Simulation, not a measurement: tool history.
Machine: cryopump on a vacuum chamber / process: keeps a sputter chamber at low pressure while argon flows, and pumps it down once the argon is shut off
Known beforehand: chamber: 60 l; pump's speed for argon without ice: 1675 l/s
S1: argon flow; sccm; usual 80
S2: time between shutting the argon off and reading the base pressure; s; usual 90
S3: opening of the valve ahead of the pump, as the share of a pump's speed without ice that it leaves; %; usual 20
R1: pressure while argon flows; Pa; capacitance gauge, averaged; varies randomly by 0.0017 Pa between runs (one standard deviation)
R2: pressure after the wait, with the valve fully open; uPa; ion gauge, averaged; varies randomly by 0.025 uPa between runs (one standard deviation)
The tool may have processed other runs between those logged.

run,hour,S1,S2,S3,R1,R2
1,0,80,90,20,0.41,1.61
2,29.9,155,90,20,0.789,1.56
3,70.5,155,90,20,0.7951,1.62
4,114.5,155,90,23,0.7003,1.65
5,138.1,155,90,23,0.6996,1.72
6,165.7,155,90,23,0.7024,1.73
7,210.6,155,90,23,0.6989,1.73
8,237.7,80,90,20,0.4115,1.74
9,282.4,80,90,20,0.4187,1.76
# hour 307.6: pump warmed up, emptied and cooled again
10,310.2,43,87,40,0.1095,1.65
11,343.5,80,90,20,0.4027,1.69
12,366.5,43,272,16,0.2737,1.12
13,406.6,157,27,30,0.533,3.64
14,440.8,101,30,40,0.2598,3.41
15,480.6,101,57,57,0.1851,2.28
16,507.6,101,57,57,0.1874,2.22
17,535.1,55,90,50,0.1146,1.75

Here are 4 independent what-if runs from the current tool condition. What would each one return?
A,560,85,81,25,?,?
B,560,52,72,16,?,?
C,560,55,22,50,?,?
D,560,65,125,43,?,?

run,R1,R2
A,0.3507,1.9
B,0.3341,1.94
C,0.116,4.42
D,0.1579,1.54
What these runs would have given with no unlogged condition in the tool:
run,R1,R2
A,0.3427,1.12
B,0.3292,1.18
C,0.1108,3.63
D,0.1518,0.75

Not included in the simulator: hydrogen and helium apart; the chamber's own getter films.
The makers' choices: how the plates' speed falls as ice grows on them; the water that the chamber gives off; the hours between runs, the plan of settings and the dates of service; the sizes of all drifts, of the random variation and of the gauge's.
